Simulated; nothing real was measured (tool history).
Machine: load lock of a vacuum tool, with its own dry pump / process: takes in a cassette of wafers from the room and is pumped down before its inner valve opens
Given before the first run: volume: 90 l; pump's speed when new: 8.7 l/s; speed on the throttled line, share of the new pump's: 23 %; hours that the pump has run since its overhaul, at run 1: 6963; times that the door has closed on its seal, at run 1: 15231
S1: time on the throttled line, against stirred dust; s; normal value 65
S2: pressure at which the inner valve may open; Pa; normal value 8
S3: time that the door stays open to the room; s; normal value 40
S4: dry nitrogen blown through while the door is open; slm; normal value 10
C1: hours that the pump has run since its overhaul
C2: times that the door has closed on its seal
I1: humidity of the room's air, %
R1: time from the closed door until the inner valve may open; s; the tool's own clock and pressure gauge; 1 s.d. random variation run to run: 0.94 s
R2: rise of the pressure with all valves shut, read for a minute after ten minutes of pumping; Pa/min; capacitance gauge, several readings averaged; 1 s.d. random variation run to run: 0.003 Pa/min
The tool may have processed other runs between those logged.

run 1 hour=0.0 | S1=65 S2=8 S3=40 S4=10 | C1=6963 C2=15231 | I1=43.5 | R1=154.9 R2=0.036
run 2 hour=68.9 | S1=65 S2=8 S3=40 S4=10 | C1=7032 C2=15509 | I1=44.8 | R1=153.5 R2=0.032
run 3 hour=166.2 | S1=65 S2=8 S3=40 S4=10 | C1=7129 C2=15901 | I1=49.0 | R1=153.2 R2=0.036
run 4 hour=260.6 | S1=65 S2=8 S3=40 S4=10 | C1=7223 C2=16281 | I1=41.2 | R1=154.3 R2=0.033
run 5 hour=327.4 | S1=65 S2=8 S3=40 S4=45 | C1=7290 C2=16550 | I1=46.1 | R1=156.3 R2=0.031
run 6 hour=401.8 | S1=65 S2=8 S3=40 S4=10 | C1=7364 C2=16850 | I1=44.5 | R1=154.1 R2=0.036
run 7 hour=470.8 | S1=65 S2=8 S3=40 S4=10 | C1=7433 C2=17128 | I1=46.6 | R1=154.9 R2=0.038
run 8 hour=553.1 | S1=65 S2=8 S3=40 S4=10 | C1=7516 C2=17459 | I1=43.7 | R1=155.4 R2=0.040
run 9 hour=663.9 | S1=54 S2=8 S3=40 S4=10 | C1=7627 C2=17906 | I1=45.9 | R1=145.6 R2=0.034
run 10 hour=777.2 | S1=54 S2=8 S3=40 S4=10 | C1=7740 C2=18362 | I1=47.0 | R1=146.8 R2=0.039
run 11 hour=903.7 | S1=65 S2=8 S3=40 S4=10 | C1=7866 C2=18871 | I1=41.8 | R1=156.7 R2=0.041
run 12 hour=1008.8 | S1=65 S2=8 S3=40 S4=10 | C1=7971 C2=19295 | I1=49.6 | R1=155.3 R2=0.038
run 13 hour=1117.9 | S1=65 S2=8 S3=40 S4=10 | C1=8081 C2=19734 | I1=43.7 | R1=156.9 R2=0.037
run 14 hour=1194.3 | S1=65 S2=8 S3=40 S4=10 | C1=8157 C2=20042 | I1=42.9 | R1=155.4 R2=0.042
run 15 hour=1328.4 | S1=66 S2=8 S3=40 S4=10 | C1=8291 C2=20582 | I1=45.7 | R1=155.2 R2=0.045
run 16 hour=1460.9 | S1=66 S2=8 S3=40 S4=10 | C1=8423 C2=21116 | I1=45.3 | R1=158.5 R2=0.048
run 17 hour=1526.3 | S1=66 S2=8 S3=40 S4=10 | C1=8489 C2=21379 | I1=46.4 | R1=155.5 R2=0.044
run 18 hour=1606.6 | S1=66 S2=8 S3=40 S4=10 | C1=8569 C2=21703 | I1=45.0 | R1=154.3 R2=0.045
run 19 hour=1689.3 | S1=66 S2=8 S3=40 S4=10 | C1=8652 C2=22036 | I1=47.3 | R1=156.0 R2=0.051
run 20 hour=1745.0 | S1=65 S2=8 S3=85 S4=30 | C1=8708 C2=22260 | I1=44.5 | R1=156.3 R2=0.039
run 21 hour=1877.0 | S1=65 S2=8 S3=85 S4=30 | C1=8840 C2=22792 | I1=47.2 | R1=154.7 R2=0.044
run 22 hour=2003.9 | S1=65 S2=8 S3=85 S4=30 | C1=8967 C2=23303 | I1=46.4 | R1=157.3 R2=0.047
run 23 hour=2134.0 | S1=65 S2=8 S3=153 S4=5 | C1=9097 C2=23827 | I1=49.0 | R1=156.7 R2=0.068
run 24 hour=2245.2 | S1=65 S2=12 S3=76 S4=5 | C1=9208 C2=24275 | I1=46.4 | R1=151.9 R2=0.057
run 25 hour=2328.3 | S1=37 S2=8 S3=40 S4=4 | C1=9291 C2=24610 | I1=46.3 | R1=136.3 R2=0.054
run 26 hour=2451.8 | S1=65 S2=8 S3=161 S4=41 | C1=9414 C2=25107 | I1=46.3 | R1=156.4 R2=0.054
run 27 hour=2535.1 | S1=33 S2=8 S3=115 S4=5 | C1=9498 C2=25443 | I1=46.6 | R1=133.9 R2=0.067
run 28 hour=2615.2 | S1=33 S2=8 S3=115 S4=18 | C1=9578 C2=25766 | I1=47.3 | R1=132.0 R2=0.056
run 29 hour=2682.5 | S1=126 S2=12 S3=40 S4=10 | C1=9645 C2=26037 | I1=42.6 | R1=195.9 R2=0.051
run 30 hour=2797.9 | S1=126 S2=12 S3=40 S4=10 | C1=9761 C2=26501 | I1=48.4 | R1=195.2 R2=0.056
run 31 hour=2903.0 | S1=83 S2=12 S3=50 S4=10 | C1=9866 C2=26925 | I1=50.7 | R1=166.8 R2=0.065
run 32 hour=3000.0 | S1=33 S2=12 S3=79 S4=10 | C1=9963 C2=27315 | I1=44.8 | R1=128.2 R2=0.058
run 33 hour=3114.4 | S1=33 S2=6 S3=79 S4=10 | C1=10077 C2=27776 | I1=45.3 | R1=138.4 R2=0.059
run 34 hour=3235.9 | S1=33 S2=6 S3=79 S4=10 | C1=10199 C2=28266 | I1=41.8 | R1=138.4 R2=0.064
run 35 hour=3330.9 | S1=48 S2=9 S3=40 S4=34 | C1=10294 C2=28648 | I1=44.3 | R1=143.3 R2=0.056
run 36 hour=3454.1 | S1=48 S2=9 S3=40 S4=34 | C1=10417 C2=29145 | I1=45.9 | R1=142.8 R2=0.062
run 37 hour=3585.4 | S1=65 S2=9 S3=38 S4=10 | C1=10548 C2=29673 | I1=43.0 | R1=155.2 R2=0.069

Each row is a separate what-if for the run after 37, all from the same tool condition, not one after another. Results?
run A hour=3665.4 | S1=65 S2=9 S3=84 S4=4 | C1=10628 C2=29996 | I1=41.2 | R1=? R2=?
run B hour=3665.4 | S1=67 S2=8 S3=40 S4=10 | C1=10628 C2=29996 | I1=45.6 | R1=? R2=?
run C hour=3665.4 | S1=65 S2=11 S3=121 S4=15 | C1=10628 C2=29996 | I1=44.2 | R1=? R2=?
run D hour=3665.4 | S1=37 S2=8 S3=115 S4=6 | C1=10628 C2=29996 | I1=41.9 | R1=? R2=?

run=A R1=156.1 R2=0.076
run=B R1=159.5 R2=0.068
run=C R1=154.5 R2=0.066
run=D R1=136.5 R2=0.079
Had the tool no hidden state, the same runs would have come out as:
run=A R1=147.5 R2=0.021
run=B R1=150.9 R2=0.014
run=C R1=146.3 R2=0.011
run=D R1=127.4 R2=0.024
